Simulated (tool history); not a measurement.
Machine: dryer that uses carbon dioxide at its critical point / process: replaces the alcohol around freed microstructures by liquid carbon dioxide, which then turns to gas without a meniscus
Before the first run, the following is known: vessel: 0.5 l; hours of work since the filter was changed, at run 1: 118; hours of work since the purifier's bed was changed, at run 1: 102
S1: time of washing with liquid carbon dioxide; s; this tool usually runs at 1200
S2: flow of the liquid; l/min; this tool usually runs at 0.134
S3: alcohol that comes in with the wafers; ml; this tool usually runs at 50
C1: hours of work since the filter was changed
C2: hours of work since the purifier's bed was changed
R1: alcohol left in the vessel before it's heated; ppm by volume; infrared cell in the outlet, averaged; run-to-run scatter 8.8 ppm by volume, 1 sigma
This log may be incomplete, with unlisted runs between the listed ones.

| run | hour | S1 | S2 | S3 | C1 | C2 | R1 |
|---|---|---|---|---|---|---|---|
| 1 | 0 | 1200 | 0.134 | 50 | 118 | 102 | 612 |
| 2 | 8.1 | 1200 | 0.134 | 50 | 124 | 108 | 616 |
| 3 | 24.1 | 1200 | 0.134 | 50 | 135 | 119 | 636 |
| 4 | 35.8 | 1200 | 0.134 | 50 | 144 | 128 | 637 |
| 5 | 47.6 | 1200 | 0.134 | 50 | 152 | 136 | 653 |
| 6 | 62.3 | 1200 | 0.134 | 50 | 163 | 147 | 666 |
| 7 | 71.5 | 1200 | 0.134 | 50 | 170 | 154 | 657 |
| 8 | 85.7 | 1560 | 0.134 | 50 | 180 | 164 | 176 |
| 9 | 94.2 | 1560 | 0.134 | 50 | 186 | 170 | 185 |
| 10 | 101.7 | 1560 | 0.134 | 50 | 191 | 176 | 179 |
| 11 | 108.3 | 780 | 0.222 | 30 | 196 | 180 | 272 |
| 12 | 116.3 | 1200 | 0.093 | 74 | 202 | 186 | 4979 |
| 13 | 132.1 | 1200 | 0.215 | 102 | 214 | 198 | 100 |
| 14 | 147.6 | 1200 | 0.134 | 25 | 225 | 209 | 386 |
| 15 | 162.3 | 1380 | 0.171 | 108 | 235 | 220 | 188 |
| 16 | 177.1 | 1080 | 0.083 | 23 | 246 | 230 | 3162 |
| 17 | 184.2 | 1080 | 0.083 | 78 | 251 | 235 | 10878 |
| 18 | 200.1 | 1080 | 0.083 | 78 | 263 | 247 | 10676 |

For some of the steps in R1 from one run to the next: how much would appear even if the tool had no hidden state, given the settings, what came in and random variation, and how much remains for the hidden state plus any gauge scatter that the measured result and the result without hidden state don't share?
Unlogged tool condition in this case: flow that reaches the vessel past the clogged filter, %; alcohol in the recycled carbon dioxide, ppm; drift of the gauge itself on alcohol_ppm, %.
Run 16 -> 17: S3 23 -> 78. R1 +7716 ppm by volume: hidden state +1518, all else +6198.

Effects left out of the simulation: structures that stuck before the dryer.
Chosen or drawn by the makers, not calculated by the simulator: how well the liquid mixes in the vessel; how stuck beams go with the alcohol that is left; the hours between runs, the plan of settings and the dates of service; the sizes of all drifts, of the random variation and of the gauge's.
